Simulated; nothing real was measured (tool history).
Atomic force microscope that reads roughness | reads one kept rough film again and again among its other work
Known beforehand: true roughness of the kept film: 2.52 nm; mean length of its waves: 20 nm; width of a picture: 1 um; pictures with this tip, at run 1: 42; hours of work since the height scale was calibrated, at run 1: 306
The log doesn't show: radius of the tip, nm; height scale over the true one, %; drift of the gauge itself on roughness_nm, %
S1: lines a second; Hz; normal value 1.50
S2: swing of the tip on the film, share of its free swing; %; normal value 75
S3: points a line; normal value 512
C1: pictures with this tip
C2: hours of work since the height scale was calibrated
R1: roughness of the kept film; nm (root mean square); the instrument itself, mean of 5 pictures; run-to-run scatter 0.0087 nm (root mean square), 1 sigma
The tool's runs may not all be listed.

{"run": 1, "hour": 0.0, "S1": 1.5, "S2": 75, "S3": 512, "C1": 42, "C2": 306, "R1": 1.704}
{"run": 2, "hour": 19.4, "S1": 1.5, "S2": 75, "S3": 512, "C1": 73, "C2": 317, "R1": 1.558}
{"run": 3, "hour": 31.7, "S1": 1.5, "S2": 75, "S3": 512, "C1": 93, "C2": 323, "R1": 1.455}
{"run": 4, "hour": 57.8, "S1": 1.5, "S2": 75, "S3": 480, "C1": 136, "C2": 337, "R1": 1.292}
{"hour": 75.2, "done": "new tip fitted"}
{"run": 5, "hour": 75.2, "S1": 1.5, "S2": 75, "S3": 512, "C1": 0, "C2": 346, "R1": 1.886}
{"run": 6, "hour": 96.2, "S1": 1.5, "S2": 75, "S3": 512, "C1": 34, "C2": 357, "R1": 1.672}
{"run": 7, "hour": 113.0, "S1": 1.5, "S2": 75, "S3": 512, "C1": 61, "C2": 366, "R1": 1.537}
{"run": 8, "hour": 127.1, "S1": 1.5, "S2": 75, "S3": 512, "C1": 84, "C2": 373, "R1": 1.434}
{"run": 9, "hour": 146.9, "S1": 1.5, "S2": 75, "S3": 512, "C1": 116, "C2": 383, "R1": 1.317}
{"run": 10, "hour": 165.6, "S1": 1.5, "S2": 85, "S3": 512, "C1": 147, "C2": 393, "R1": 1.174}
{"hour": 177.4, "done": "new tip fitted"}
{"run": 11, "hour": 186.5, "S1": 1.5, "S2": 75, "S3": 512, "C1": 15, "C2": 404, "R1": 1.795}
{"run": 12, "hour": 203.0, "S1": 1.5, "S2": 75, "S3": 512, "C1": 42, "C2": 413, "R1": 1.638}
{"run": 13, "hour": 219.0, "S1": 1.5, "S2": 75, "S3": 713, "C1": 68, "C2": 421, "R1": 1.506}
{"run": 14, "hour": 243.8, "S1": 1.5, "S2": 75, "S3": 713, "C1": 108, "C2": 434, "R1": 1.363}
{"run": 15, "hour": 267.2, "S1": 1.5, "S2": 75, "S3": 713, "C1": 146, "C2": 446, "R1": 1.245}
{"hour": 278.8, "done": "new tip fitted"}
{"run": 16, "hour": 286.8, "S1": 1.5, "S2": 75, "S3": 713, "C1": 13, "C2": 456, "R1": 1.843}
{"run": 17, "hour": 310.6, "S1": 1.5, "S2": 75, "S3": 713, "C1": 51, "C2": 469, "R1": 1.617}
{"run": 18, "hour": 335.0, "S1": 1.5, "S2": 75, "S3": 638, "C1": 91, "C2": 482, "R1": 1.427}
{"run": 19, "hour": 351.3, "S1": 1.5, "S2": 75, "S3": 638, "C1": 117, "C2": 490, "R1": 1.32}
{"run": 20, "hour": 363.3, "S1": 1.5, "S2": 75, "S3": 638, "C1": 137, "C2": 497, "R1": 1.243}
{"hour": 380.1, "done": "new tip fitted"}
{"run": 21, "hour": 380.1, "S1": 1.5, "S2": 75, "S3": 512, "C1": 0, "C2": 505, "R1": 1.914}
{"run": 22, "hour": 403.8, "S1": 1.5, "S2": 75, "S3": 276, "C1": 39, "C2": 518, "R1": 1.619}
{"run": 23, "hour": 426.9, "S1": 1.5, "S2": 75, "S3": 276, "C1": 76, "C2": 530, "R1": 1.446}
{"run": 24, "hour": 450.7, "S1": 2.02, "S2": 75, "S3": 512, "C1": 115, "C2": 542, "R1": 1.308}
{"run": 25, "hour": 472.6, "S1": 2.02, "S2": 75, "S3": 512, "C1": 150, "C2": 554, "R1": 1.191}
{"hour": 481.7, "done": "new tip fitted"}
{"run": 26, "hour": 488.8, "S1": 1.5, "S2": 75, "S3": 661, "C1": 12, "C2": 562, "R1": 1.857}
{"run": 27, "hour": 502.1, "S1": 0.69, "S2": 75, "S3": 512, "C1": 33, "C2": 569, "R1": 1.744}
{"run": 28, "hour": 513.2, "S1": 0.69, "S2": 75, "S3": 512, "C1": 51, "C2": 575, "R1": 1.643}
{"run": 29, "hour": 531.0, "S1": 0.69, "S2": 75, "S3": 512, "C1": 80, "C2": 584, "R1": 1.499}
{"run": 30, "hour": 548.3, "S1": 0.69, "S2": 75, "S3": 512, "C1": 108, "C2": 593, "R1": 1.382}
{"run": 31, "hour": 567.0, "S1": 0.69, "S2": 75, "S3": 481, "C1": 138, "C2": 603, "R1": 1.275}
{"run": 32, "hour": 579.5, "S1": 0.69, "S2": 75, "S3": 481, "C1": 159, "C2": 610, "R1": 1.194}
{"hour": 582.8, "done": "new tip fitted"}
{"run": 33, "hour": 601.3, "S1": 1.1, "S2": 75, "S3": 430, "C1": 30, "C2": 621, "R1": 1.73}
{"run": 34, "hour": 617.9, "S1": 1.66, "S2": 83, "S3": 545, "C1": 57, "C2": 630, "R1": 1.55}
{"run": 35, "hour": 637.2, "S1": 2.38, "S2": 67, "S3": 950, "C1": 89, "C2": 640, "R1": 1.448}
{"run": 36, "hour": 648.8, "S1": 2.38, "S2": 67, "S3": 950, "C1": 107, "C2": 646, "R1": 1.377}
{"run": 37, "hour": 661.6, "S1": 2.38, "S2": 67, "S3": 950, "C1": 128, "C2": 653, "R1": 1.294}
{"run": 38, "hour": 674.3, "S1": 2.84, "S2": 67, "S3": 950, "C1": 149, "C2": 659, "R1": 1.215}
{"hour": 685.4, "done": "new tip fitted"}
{"run": 39, "hour": 685.6, "S1": 2.84, "S2": 67, "S3": 950, "C1": 0, "C2": 665, "R1": 1.91}
{"run": 40, "hour": 705.2, "S1": 1.03, "S2": 76, "S3": 762, "C1": 32, "C2": 675, "R1": 1.735}
{"run": 41, "hour": 728.5, "S1": 3.98, "S2": 59, "S3": 270, "C1": 70, "C2": 688, "R1": 1.459}
{"run": 42, "hour": 746.0, "S1": 3.98, "S2": 81, "S3": 862, "C1": 98, "C2": 697, "R1": 1.246}
{"run": 43, "hour": 761.9, "S1": 3.98, "S2": 76, "S3": 429, "C1": 124, "C2": 705, "R1": 1.184}
{"run": 44, "hour": 775.1, "S1": 0.55, "S2": 75, "S3": 368, "C1": 145, "C2": 712, "R1": 1.233}
{"hour": 786.6, "done": "new tip fitted"}
{"run": 45, "hour": 793.6, "S1": 2.5, "S2": 75, "S3": 368, "C1": 11, "C2": 722, "R1": 1.773}
{"run": 46, "hour": 804.9, "S1": 2.5, "S2": 75, "S3": 375, "C1": 30, "C2": 728, "R1": 1.679}
{"run": 47, "hour": 822.5, "S1": 3.54, "S2": 68, "S3": 512, "C1": 58, "C2": 737, "R1": 1.548}
{"run": 48, "hour": 845.6, "S1": 0.57, "S2": 60, "S3": 352, "C1": 96, "C2": 749, "R1": 1.459}
{"run": 49, "hour": 861.8, "S1": 0.57, "S2": 75, "S3": 352, "C1": 122, "C2": 758, "R1": 1.358}
{"run": 50, "hour": 881.1, "S1": 1.5, "S2": 72, "S3": 512, "C1": 153, "C2": 768, "R1": 1.215}
{"hour": 888.6, "done": "new tip fitted"}
{"run": 51, "hour": 902.9, "S1": 1.5, "S2": 66, "S3": 443, "C1": 23, "C2": 779, "R1": 1.818}
{"run": 52, "hour": 928.4, "S1": 1.5, "S2": 89, "S3": 512, "C1": 64, "C2": 792, "R1": 1.514}

3 ways to go on from here, each from the tool as it stands after run 52. What would each give?
{"run": "A", "hour": 939.5, "S1": 1.28, "S2": 76, "S3": 583, "C1": 82, "C2": 798, "R1": "?"}
{"run": "B", "hour": 939.5, "S1": 0.64, "S2": 84, "S3": 497, "C1": 82, "C2": 798, "R1": "?"}
{"run": "C", "hour": 939.5, "S1": 1.5, "S2": 75, "S3": 782, "C1": 82, "C2": 798, "R1": "?"}

run=A R1=1.487
run=B R1=1.512
run=C R1=1.482
Without the tool's unlogged condition, the same runs would have read:
run=A R1=1.910
run=B R1=1.942
run=C R1=1.906
